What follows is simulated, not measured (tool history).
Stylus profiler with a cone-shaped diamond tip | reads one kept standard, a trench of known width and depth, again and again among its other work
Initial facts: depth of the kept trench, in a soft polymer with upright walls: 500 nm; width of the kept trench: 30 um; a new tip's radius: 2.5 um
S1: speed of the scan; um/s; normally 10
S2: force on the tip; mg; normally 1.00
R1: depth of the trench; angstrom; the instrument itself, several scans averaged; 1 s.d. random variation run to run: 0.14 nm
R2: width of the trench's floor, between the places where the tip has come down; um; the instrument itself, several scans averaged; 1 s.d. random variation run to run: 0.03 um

run	hour	S1	S2	R1	R2
1	0.0	10	1.00	5044.4	26.66
2	32.8	10	1.00	5046.8	26.62
3	61.2	4	1.00	5045.5	26.70
4	108.6	10	1.00	5047.4	26.70
5	138.3	10	1.00	5045.4	26.60
6	185.2	10	1.00	5044.1	26.61
7	208.5	10	1.00	5043.5	26.59
8	230.9	10	1.00	5043.3	26.55
9	274.9	10	1.00	5045.2	26.61
10	317.9	10	1.00	5042.3	26.51
11	351.2	10	1.00	5044.3	26.54
12	397.4	10	1.00	5044.2	26.54
13	418.6	17	0.74	5032.8	26.39
14	465.8	17	0.74	5033.9	26.42
15	507.2	17	0.74	5030.6	26.35
16	546.5	8	0.86	5034.8	26.45
17	567.3	8	0.86	5035.2	26.45
18	595.6	8	0.86	5035.5	26.44
19	624.1	8	0.86	5036.2	26.45
20	661.5	8	0.86	5033.4	26.43
21	697.3	8	0.86	5032.4	26.36
22	723.7	21	1.91	5062.8	26.27
23	760.5	3	1.06	5039.3	26.46
24	791.1	3	1.06	5038.8	26.39

Forecast each of these 5 alternatives for the next run:
A	813.2	3	2.59	?	?
B	813.2	3	2.44	?	?
C	813.2	5	0.55	?	?
D	813.2	4	0.52	?	?
E	813.2	12	1.00	?	?

run	R1	R2
A	5080.6	26.43
B	5076.0	26.36
C	5021.2	26.32
D	5019.8	26.33
E	5037.4	26.35
Stripped of hidden state, with their random variation kept, the same runs would have yielded:
run	R1	R2
A	5090.3	27.02
B	5085.7	26.95
C	5030.8	26.91
D	5029.4	26.92
E	5047.0	26.94
